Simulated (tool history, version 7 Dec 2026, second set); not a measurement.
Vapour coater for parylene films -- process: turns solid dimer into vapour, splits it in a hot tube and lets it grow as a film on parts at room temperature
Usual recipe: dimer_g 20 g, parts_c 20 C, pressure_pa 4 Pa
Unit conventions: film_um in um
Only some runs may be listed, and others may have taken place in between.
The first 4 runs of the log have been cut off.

run	day	dimer_g	parts_c	pressure_pa	hours of work since the trap's valve was overhauled	hours of work since the table's thermometer was calibrated	film_um
5	6.046	28	20	4	157	872	5.01
6	8.379	20	20	4	182	897	3.52
7	10.342	20	20	4	203	918	3.54
8	12.854	20	20	4	230	945	3.47
# day 13.817: trap's valve overhauled
9	14.504	24	20	4	7	961	4.53
10	17.012	24	20	4	34	988	4.44
11	18.158	24	20	4	46	1000	4.46
# day 19.583: table's thermometer calibrated
12	19.917	24	20	4	65	4	4.49
13	21.417	20	20	4	81	20	3.72
14	23.25	20	20	4	101	39	3.62
15	24.575	20	20	4	115	53	3.66
16	26.933	20	17	4	140	79	3.96
17	28.392	20	17	4	156	94	3.97

Run 18 is up next; what results do you expect?
18	30.854	14	19	6.05	182	121	?

Logged for run 18: film_um 2.36 um.
The same run, on a tool lacking any hidden state, would have yielded film_um 2.45 um.

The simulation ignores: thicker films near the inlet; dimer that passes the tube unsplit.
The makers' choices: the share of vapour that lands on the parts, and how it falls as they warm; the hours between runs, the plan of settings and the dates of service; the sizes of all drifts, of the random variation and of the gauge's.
